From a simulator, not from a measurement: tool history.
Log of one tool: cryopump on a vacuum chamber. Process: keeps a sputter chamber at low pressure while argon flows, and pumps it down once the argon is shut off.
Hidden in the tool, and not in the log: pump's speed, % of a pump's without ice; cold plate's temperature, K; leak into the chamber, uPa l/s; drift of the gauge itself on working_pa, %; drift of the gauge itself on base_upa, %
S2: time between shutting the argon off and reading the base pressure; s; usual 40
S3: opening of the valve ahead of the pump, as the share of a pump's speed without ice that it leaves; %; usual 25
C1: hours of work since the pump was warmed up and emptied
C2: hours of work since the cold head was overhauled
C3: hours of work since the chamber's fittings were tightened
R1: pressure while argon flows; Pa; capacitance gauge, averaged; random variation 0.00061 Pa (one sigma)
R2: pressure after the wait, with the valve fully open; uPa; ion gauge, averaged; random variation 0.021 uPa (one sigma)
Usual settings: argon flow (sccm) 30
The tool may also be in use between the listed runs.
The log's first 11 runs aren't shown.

run 12 hour=121.7 | argon_flow_(sccm)=30 S2=40 S3=25 | C1=113 C2=113 C3=151 | R1=0.0876 R2=0.7
run 13 hour=131.9 | argon_flow_(sccm)=31 S2=40 S3=25 | C1=117 C2=117 C3=155 | R1=0.0904 R2=0.67
run 14 hour=140.3 | argon_flow_(sccm)=31 S2=40 S3=25 | C1=121 C2=121 C3=158 | R1=0.0893 R2=0.66
run 15 hour=147.8 | argon_flow_(sccm)=30 S2=35 S3=25 | C1=124 C2=124 C3=161 | R1=0.0872 R2=0.74
run 16 hour=164.5 | argon_flow_(sccm)=30 S2=35 S3=25 | C1=131 C2=131 C3=168 | R1=0.0873 R2=0.73
run 17 hour=173.4 | argon_flow_(sccm)=30 S2=32 S3=22 | C1=134 C2=134 C3=172 | R1=0.0983 R2=0.77
run 18 hour=189.1 | argon_flow_(sccm)=38 S2=40 S3=25 | C1=141 C2=141 C3=178 | R1=0.1102 R2=0.66
run 19 hour=197.7 | argon_flow_(sccm)=13 S2=89 S3=25 | C1=144 C2=144 C3=182 | R1=0.0386 R2=0.45
run 20 hour=204.7 | argon_flow_(sccm)=34 S2=252 S3=25 | C1=147 C2=147 C3=185 | R1=0.0982 R2=0.4
run 21 hour=216.2 | argon_flow_(sccm)=30 S2=40 S3=27 | C1=152 C2=152 C3=189 | R1=0.081 R2=0.7
run 22 hour=230 | argon_flow_(sccm)=52 S2=40 S3=37 | C1=158 C2=158 C3=195 | R1=0.1026 R2=0.69
run 23 hour=245.6 | argon_flow_(sccm)=38 S2=40 S3=43 | C1=164 C2=164 C3=201 | R1=0.0654 R2=0.69
run 24 hour=258.5 | argon_flow_(sccm)=18 S2=142 S3=57 | C1=169 C2=169 C3=207 | R1=0.0235 R2=0.44
run 25 hour=267.1 | argon_flow_(sccm)=14 S2=35 S3=32 | C1=173 C2=173 C3=210 | R1=0.0323 R2=0.79
run 26 hour=279.2 | argon_flow_(sccm)=32 S2=81 S3=16 | C1=178 C2=178 C3=215 | R1=0.1452 R2=0.5
run 27 hour=288.1 | argon_flow_(sccm)=32 S2=71 S3=53 | C1=181 C2=181 C3=219 | R1=0.0445 R2=0.51
run 28 hour=298.1 | argon_flow_(sccm)=17 S2=42 S3=17 | C1=186 C2=186 C3=223 | R1=0.0728 R2=0.68
run 29 hour=308.7 | argon_flow_(sccm)=29 S2=40 S3=31 | C1=190 C2=190 C3=227 | R1=0.0682 R2=0.74
run 30 hour=317 | argon_flow_(sccm)=29 S2=40 S3=31 | C1=193 C2=193 C3=231 | R1=0.0683 R2=0.7
run 31 hour=326.5 | argon_flow_(sccm)=18 S2=103 S3=19 | C1=197 C2=197 C3=235 | R1=0.0691 R2=0.49
run 32 hour=336.2 | argon_flow_(sccm)=18 S2=103 S3=19 | C1=201 C2=201 C3=239 | R1=0.0691 R2=0.5

Forecast each of these 4 alternatives for the next run:
run A hour=348.4 | argon_flow_(sccm)=18 S2=22 S3=19 | C1=206 C2=206 C3=244 | R1=? R2=?
run B hour=348.4 | argon_flow_(sccm)=30 S2=40 S3=18 | C1=206 C2=206 C3=244 | R1=? R2=?
run C hour=348.4 | argon_flow_(sccm)=30 S2=40 S3=22 | C1=206 C2=206 C3=244 | R1=? R2=?
run D hour=348.4 | argon_flow_(sccm)=59 S2=40 S3=59 | C1=206 C2=206 C3=244 | R1=? R2=?

run=A R1=0.0693 R2=1.09
run=B R1=0.1217 R2=0.71
run=C R1=0.0994 R2=0.73
run=D R1=0.0737 R2=0.7
Without the tool's hidden state the same runs would have given:
run=A R1=0.0688 R2=0.88
run=B R1=0.1209 R2=0.5
run=C R1=0.0985 R2=0.52
run=D R1=0.0721 R2=0.49

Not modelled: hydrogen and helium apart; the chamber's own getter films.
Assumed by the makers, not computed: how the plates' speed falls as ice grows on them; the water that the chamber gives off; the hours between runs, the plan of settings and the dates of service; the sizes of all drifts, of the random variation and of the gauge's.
